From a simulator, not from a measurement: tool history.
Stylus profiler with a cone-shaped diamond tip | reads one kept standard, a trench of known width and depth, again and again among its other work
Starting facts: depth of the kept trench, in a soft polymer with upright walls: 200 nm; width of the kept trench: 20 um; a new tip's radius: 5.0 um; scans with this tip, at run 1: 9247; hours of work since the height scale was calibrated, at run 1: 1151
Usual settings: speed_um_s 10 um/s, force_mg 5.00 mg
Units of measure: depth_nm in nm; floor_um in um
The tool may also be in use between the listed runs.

run,day,speed_um_s,force_mg,scans with this tip,hours of work since the height scale was calibrated,depth_nm,floor_um
1,0.000,10,5.00,9247,1151,203.08,15.54
2,2.062,12,5.00,9477,1180,203.07,15.51
# day 2.225: height scale calibrated on a step standard
3,3.692,10,5.00,9656,20,202.99,15.49
4,4.883,10,5.00,9788,37,202.97,15.48
5,5.925,2,5.00,9905,51,202.97,15.48
6,7.858,6,5.00,10120,78,202.98,15.46
7,8.929,6,5.00,10239,93,202.95,15.46
8,10.121,6,5.00,10372,109,202.94,15.44
9,11.667,2,5.00,10544,131,202.92,15.30
10,12.892,2,5.00,10681,148,202.89,15.37
11,14.029,2,6.18,10807,164,203.42,15.36
# day 15.521: height scale calibrated on a step standard, once more
12,15.754,18,2.14,10997,3,201.94,15.27
13,17.092,8,4.79,11146,22,203.37,15.29
14,18.975,8,4.79,11356,48,203.38,15.27
15,19.962,8,4.79,11466,62,203.34,15.13
16,22.004,7,3.87,11693,90,202.87,15.18
17,23.354,7,3.87,11844,109,202.87,15.20
18,25.362,30,3.43,12067,136,202.66,15.08
19,27.621,2,2.87,12319,168,202.33,15.08
20,28.950,29,2.10,12467,186,201.87,14.98
21,30.504,4,5.00,12640,208,203.38,15.07
22,31.925,34,2.81,12798,228,202.27,14.99

What if the next run were any one of these 3? Each begins from the tool's condition after run 22:
A,34.208,24,9.44,13053,259,?,?
B,34.208,3,5.14,13053,259,?,?
C,34.208,4,2.36,13053,259,?,?

run,depth_nm,floor_um
A,205.21,15.03
B,203.43,15.02
C,202.01,15.01
With the hidden condition removed and each run's random variation left untouched, the same runs would have given:
run,depth_nm,floor_um
A,205.35,17.20
B,203.57,17.19
C,202.14,17.18
